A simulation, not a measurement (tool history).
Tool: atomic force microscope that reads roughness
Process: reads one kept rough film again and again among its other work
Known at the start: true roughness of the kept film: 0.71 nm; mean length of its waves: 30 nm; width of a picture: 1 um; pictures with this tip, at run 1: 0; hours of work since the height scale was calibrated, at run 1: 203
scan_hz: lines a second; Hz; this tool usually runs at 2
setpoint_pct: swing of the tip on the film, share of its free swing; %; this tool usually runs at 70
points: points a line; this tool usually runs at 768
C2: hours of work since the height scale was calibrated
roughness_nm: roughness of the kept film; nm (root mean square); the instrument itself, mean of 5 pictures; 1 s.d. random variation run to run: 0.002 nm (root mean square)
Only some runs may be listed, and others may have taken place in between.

{"run": 1, "hour": 0.0, "scan_hz": 2, "setpoint_pct": 70, "points": 768, "pictures with this tip": 0, "C2": 203, "roughness_nm": 0.667}
{"run": 2, "hour": 5.0, "scan_hz": 2, "setpoint_pct": 70, "points": 768, "pictures with this tip": 9, "C2": 206, "roughness_nm": 0.664}
{"run": 3, "hour": 12.9, "scan_hz": 2, "setpoint_pct": 70, "points": 768, "pictures with this tip": 23, "C2": 211, "roughness_nm": 0.661}
{"run": 4, "hour": 22.7, "scan_hz": 2, "setpoint_pct": 70, "points": 768, "pictures with this tip": 40, "C2": 217, "roughness_nm": 0.662}
{"run": 5, "hour": 32.4, "scan_hz": 2, "setpoint_pct": 70, "points": 368, "pictures with this tip": 58, "C2": 224, "roughness_nm": 0.652}
{"run": 6, "hour": 39.7, "scan_hz": 2, "setpoint_pct": 70, "points": 768, "pictures with this tip": 71, "C2": 228, "roughness_nm": 0.654}
{"run": 7, "hour": 46.3, "scan_hz": 2, "setpoint_pct": 70, "points": 768, "pictures with this tip": 82, "C2": 233, "roughness_nm": 0.656}
{"run": 8, "hour": 56.2, "scan_hz": 2, "setpoint_pct": 70, "points": 768, "pictures with this tip": 100, "C2": 239, "roughness_nm": 0.651}
{"run": 9, "hour": 60.8, "scan_hz": 2, "setpoint_pct": 70, "points": 768, "pictures with this tip": 108, "C2": 242, "roughness_nm": 0.646}
{"hour": 66.6, "done": "new tip fitted"}
{"run": 10, "hour": 71.9, "scan_hz": 2, "setpoint_pct": 70, "points": 768, "pictures with this tip": 10, "C2": 249, "roughness_nm": 0.665}
{"run": 11, "hour": 77.3, "scan_hz": 2, "setpoint_pct": 70, "points": 768, "pictures with this tip": 20, "C2": 253, "roughness_nm": 0.662}
{"run": 12, "hour": 83.8, "scan_hz": 2, "setpoint_pct": 70, "points": 768, "pictures with this tip": 31, "C2": 257, "roughness_nm": 0.661}
{"run": 13, "hour": 89.1, "scan_hz": 2, "setpoint_pct": 70, "points": 768, "pictures with this tip": 40, "C2": 260, "roughness_nm": 0.657}
{"run": 14, "hour": 96.8, "scan_hz": 2, "setpoint_pct": 70, "points": 768, "pictures with this tip": 54, "C2": 265, "roughness_nm": 0.654}
{"run": 15, "hour": 104.1, "scan_hz": 2, "setpoint_pct": 70, "points": 768, "pictures with this tip": 67, "C2": 270, "roughness_nm": 0.656}
{"run": 16, "hour": 113.6, "scan_hz": 2, "setpoint_pct": 56, "points": 768, "pictures with this tip": 84, "C2": 276, "roughness_nm": 0.667}
{"run": 17, "hour": 120.5, "scan_hz": 2, "setpoint_pct": 56, "points": 768, "pictures with this tip": 96, "C2": 281, "roughness_nm": 0.66}
{"run": 18, "hour": 130.2, "scan_hz": 2, "setpoint_pct": 70, "points": 768, "pictures with this tip": 114, "C2": 287, "roughness_nm": 0.645}
{"hour": 132.9, "done": "new tip fitted"}
{"run": 19, "hour": 139.1, "scan_hz": 2, "setpoint_pct": 70, "points": 768, "pictures with this tip": 11, "C2": 292, "roughness_nm": 0.666}
{"run": 20, "hour": 147.0, "scan_hz": 2, "setpoint_pct": 70, "points": 892, "pictures with this tip": 25, "C2": 297, "roughness_nm": 0.662}
{"run": 21, "hour": 153.8, "scan_hz": 2, "setpoint_pct": 70, "points": 892, "pictures with this tip": 37, "C2": 302, "roughness_nm": 0.661}
{"run": 22, "hour": 164.0, "scan_hz": 2, "setpoint_pct": 70, "points": 768, "pictures with this tip": 56, "C2": 308, "roughness_nm": 0.658}
{"run": 23, "hour": 174.4, "scan_hz": 2, "setpoint_pct": 70, "points": 310, "pictures with this tip": 74, "C2": 315, "roughness_nm": 0.647}
{"run": 24, "hour": 183.2, "scan_hz": 2, "setpoint_pct": 70, "points": 310, "pictures with this tip": 90, "C2": 321, "roughness_nm": 0.647}
{"run": 25, "hour": 193.2, "scan_hz": 2, "setpoint_pct": 70, "points": 310, "pictures with this tip": 107, "C2": 327, "roughness_nm": 0.64}
{"hour": 198.9, "done": "new tip fitted"}
{"run": 26, "hour": 199.4, "scan_hz": 2.22, "setpoint_pct": 70, "points": 966, "pictures with this tip": 1, "C2": 331, "roughness_nm": 0.666}
{"run": 27, "hour": 207.9, "scan_hz": 2.22, "setpoint_pct": 70, "points": 966, "pictures with this tip": 16, "C2": 337, "roughness_nm": 0.665}
{"run": 28, "hour": 216.7, "scan_hz": 1.19, "setpoint_pct": 70, "points": 748, "pictures with this tip": 31, "C2": 342, "roughness_nm": 0.671}
{"run": 29, "hour": 227.1, "scan_hz": 1.19, "setpoint_pct": 70, "points": 748, "pictures with this tip": 50, "C2": 349, "roughness_nm": 0.669}
{"run": 30, "hour": 235.3, "scan_hz": 1.19, "setpoint_pct": 70, "points": 748, "pictures with this tip": 64, "C2": 354, "roughness_nm": 0.664}
{"run": 31, "hour": 242.9, "scan_hz": 1.71, "setpoint_pct": 70, "points": 483, "pictures with this tip": 78, "C2": 359, "roughness_nm": 0.654}
{"run": 32, "hour": 252.2, "scan_hz": 0.74, "setpoint_pct": 70, "points": 963, "pictures with this tip": 94, "C2": 365, "roughness_nm": 0.666}
{"run": 33, "hour": 259.0, "scan_hz": 0.74, "setpoint_pct": 70, "points": 963, "pictures with this tip": 107, "C2": 370, "roughness_nm": 0.662}
{"hour": 265.3, "done": "new tip fitted"}
{"run": 34, "hour": 265.5, "scan_hz": 3.77, "setpoint_pct": 70, "points": 609, "pictures with this tip": 0, "C2": 374, "roughness_nm": 0.647}
{"run": 35, "hour": 272.7, "scan_hz": 0.63, "setpoint_pct": 58, "points": 609, "pictures with this tip": 13, "C2": 378, "roughness_nm": 0.683}
{"run": 36, "hour": 277.7, "scan_hz": 2.05, "setpoint_pct": 59, "points": 609, "pictures with this tip": 22, "C2": 382, "roughness_nm": 0.671}
{"run": 37, "hour": 283.2, "scan_hz": 2.05, "setpoint_pct": 59, "points": 609, "pictures with this tip": 32, "C2": 385, "roughness_nm": 0.669}
{"run": 38, "hour": 292.4, "scan_hz": 2.73, "setpoint_pct": 67, "points": 768, "pictures with this tip": 48, "C2": 391, "roughness_nm": 0.65}
{"run": 39, "hour": 296.6, "scan_hz": 0.78, "setpoint_pct": 67, "points": 762, "pictures with this tip": 56, "C2": 394, "roughness_nm": 0.673}
{"run": 40, "hour": 305.6, "scan_hz": 3.87, "setpoint_pct": 90, "points": 744, "pictures with this tip": 71, "C2": 400, "roughness_nm": 0.559}
{"run": 41, "hour": 315.3, "scan_hz": 2.01, "setpoint_pct": 70, "points": 738, "pictures with this tip": 89, "C2": 406, "roughness_nm": 0.651}
{"run": 42, "hour": 325.3, "scan_hz": 2.82, "setpoint_pct": 66, "points": 266, "pictures with this tip": 107, "C2": 412, "roughness_nm": 0.634}
{"hour": 331.9, "done": "new tip fitted"}
{"run": 43, "hour": 335.9, "scan_hz": 2.82, "setpoint_pct": 66, "points": 266, "pictures with this tip": 7, "C2": 419, "roughness_nm": 0.654}
{"run": 44, "hour": 344.7, "scan_hz": 1.97, "setpoint_pct": 56, "points": 522, "pictures with this tip": 23, "C2": 425, "roughness_nm": 0.673}
{"run": 45, "hour": 352.2, "scan_hz": 1.23, "setpoint_pct": 80, "points": 350, "pictures with this tip": 36, "C2": 430, "roughness_nm": 0.653}
{"run": 46, "hour": 360.8, "scan_hz": 2.46, "setpoint_pct": 73, "points": 342, "pictures with this tip": 52, "C2": 435, "roughness_nm": 0.643}
{"run": 47, "hour": 367.3, "scan_hz": 2, "setpoint_pct": 67, "points": 550, "pictures with this tip": 63, "C2": 439, "roughness_nm": 0.658}
{"run": 48, "hour": 376.1, "scan_hz": 1.09, "setpoint_pct": 56, "points": 768, "pictures with this tip": 79, "C2": 445, "roughness_nm": 0.669}
{"run": 49, "hour": 385.1, "scan_hz": 2.37, "setpoint_pct": 63, "points": 422, "pictures with this tip": 95, "C2": 451, "roughness_nm": 0.654}
{"run": 50, "hour": 390.4, "scan_hz": 1.46, "setpoint_pct": 84, "points": 830, "pictures with this tip": 104, "C2": 454, "roughness_nm": 0.634}

Alternative continuations, all from the tool just after run 50; predict every row:
{"hour": 398.0, "done": "new tip fitted"}
{"run": "A", "hour": 400.2, "scan_hz": 0.63, "setpoint_pct": 70, "points": 466, "pictures with this tip": 4, "C2": 460, "roughness_nm": "?"}
{"hour": 398.0, "done": "new tip fitted"}
{"run": "B", "hour": 400.2, "scan_hz": 1.46, "setpoint_pct": 65, "points": 830, "pictures with this tip": 4, "C2": 460, "roughness_nm": "?"}
{"hour": 398.0, "done": "new tip fitted"}
{"run": "C", "hour": 400.2, "scan_hz": 0.64, "setpoint_pct": 62, "points": 830, "pictures with this tip": 4, "C2": 460, "roughness_nm": "?"}

run=A roughness_nm=0.679
run=B roughness_nm=0.675
run=C roughness_nm=0.684
With the hidden condition removed and each run's random variation left untouched, the same runs would have given:
run=A roughness_nm=0.682
run=B roughness_nm=0.679
run=C roughness_nm=0.688
